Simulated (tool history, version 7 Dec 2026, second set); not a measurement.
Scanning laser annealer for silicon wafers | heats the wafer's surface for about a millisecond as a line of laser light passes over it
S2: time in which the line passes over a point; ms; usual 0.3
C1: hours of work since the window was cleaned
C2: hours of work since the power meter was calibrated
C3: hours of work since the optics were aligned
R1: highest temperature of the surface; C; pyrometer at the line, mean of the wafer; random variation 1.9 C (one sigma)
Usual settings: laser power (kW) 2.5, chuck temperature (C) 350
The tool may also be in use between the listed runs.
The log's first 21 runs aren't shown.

run 22 hour=281.7 | laser_power_(kW)=2.422 S2=0.3 chuck_temperature_(C)=381 | C1=354 C2=338 C3=802 | R1=1178
run 23 hour=292.9 | laser_power_(kW)=2.203 S2=0.228 chuck_temperature_(C)=332 | C1=361 C2=345 C3=809 | R1=953
run 24 hour=309.4 | laser_power_(kW)=2.203 S2=0.228 chuck_temperature_(C)=332 | C1=371 C2=356 C3=819 | R1=955
run 25 hour=320.9 | laser_power_(kW)=2.203 S2=0.228 chuck_temperature_(C)=332 | C1=378 C2=363 C3=826 | R1=956
run 26 hour=332.2 | laser_power_(kW)=2.266 S2=0.214 chuck_temperature_(C)=366 | C1=385 C2=370 C3=833 | R1=981
run 27 hour=348.5 | laser_power_(kW)=2.266 S2=0.214 chuck_temperature_(C)=366 | C1=395 C2=380 C3=843 | R1=978
run 28 hour=356.8 | laser_power_(kW)=2.266 S2=0.214 chuck_temperature_(C)=366 | C1=400 C2=385 C3=848 | R1=981
run 29 hour=364.8 | laser_power_(kW)=2.555 S2=0.251 chuck_temperature_(C)=324 | C1=405 C2=390 C3=853 | R1=1080
run 30 hour=378.3 | laser_power_(kW)=2.555 S2=0.251 chuck_temperature_(C)=324 | C1=414 C2=398 C3=862 | R1=1075
run 31 hour=390.3 | laser_power_(kW)=2.342 S2=0.342 chuck_temperature_(C)=314 | C1=421 C2=406 C3=869 | R1=1144
run 32 hour=401.9 | laser_power_(kW)=2.342 S2=0.342 chuck_temperature_(C)=314 | C1=428 C2=413 C3=876 | R1=1146
-- hour=416.4 optics aligned, line set to its width
run 33 hour=420.7 | laser_power_(kW)=2.342 S2=0.342 chuck_temperature_(C)=351 | C1=437 C2=421 C3=3 | R1=1179
-- hour=424.1 window over the wafer cleaned
run 34 hour=439 | laser_power_(kW)=2.342 S2=0.342 chuck_temperature_(C)=351 | C1=9 C2=431 C3=13 | R1=1179
run 35 hour=452.3 | laser_power_(kW)=2.142 S2=0.3 chuck_temperature_(C)=350 | C1=17 C2=440 C3=21 | R1=1057
run 36 hour=465.2 | laser_power_(kW)=2.332 S2=0.224 chuck_temperature_(C)=379 | C1=25 C2=448 C3=29 | R1=1028
run 37 hour=477.3 | laser_power_(kW)=2.5 S2=0.3 chuck_temperature_(C)=387 | C1=33 C2=455 C3=37 | R1=1207
run 38 hour=491.1 | laser_power_(kW)=2.424 S2=0.219 chuck_temperature_(C)=329 | C1=41 C2=464 C3=45 | R1=996
run 39 hour=507.6 | laser_power_(kW)=2.424 S2=0.219 chuck_temperature_(C)=329 | C1=52 C2=474 C3=55 | R1=993
run 40 hour=524.9 | laser_power_(kW)=2.459 S2=0.219 chuck_temperature_(C)=329 | C1=62 C2=485 C3=66 | R1=1006

Forecast each of these 3 alternatives for the next run:
run A hour=536.7 | laser_power_(kW)=2.392 S2=0.293 chuck_temperature_(C)=310 | C1=70 C2=492 C3=73 | R1=?
run B hour=536.7 | laser_power_(kW)=2.716 S2=0.243 chuck_temperature_(C)=361 | C1=70 C2=492 C3=73 | R1=?
run C hour=536.7 | laser_power_(kW)=2.459 S2=0.219 chuck_temperature_(C)=332 | C1=70 C2=492 C3=73 | R1=?

run=A R1=1084
run=B R1=1148
run=C R1=1005
Without the tool's hidden state the same runs would have given:
run=A R1=1085
run=B R1=1148
run=C R1=1005

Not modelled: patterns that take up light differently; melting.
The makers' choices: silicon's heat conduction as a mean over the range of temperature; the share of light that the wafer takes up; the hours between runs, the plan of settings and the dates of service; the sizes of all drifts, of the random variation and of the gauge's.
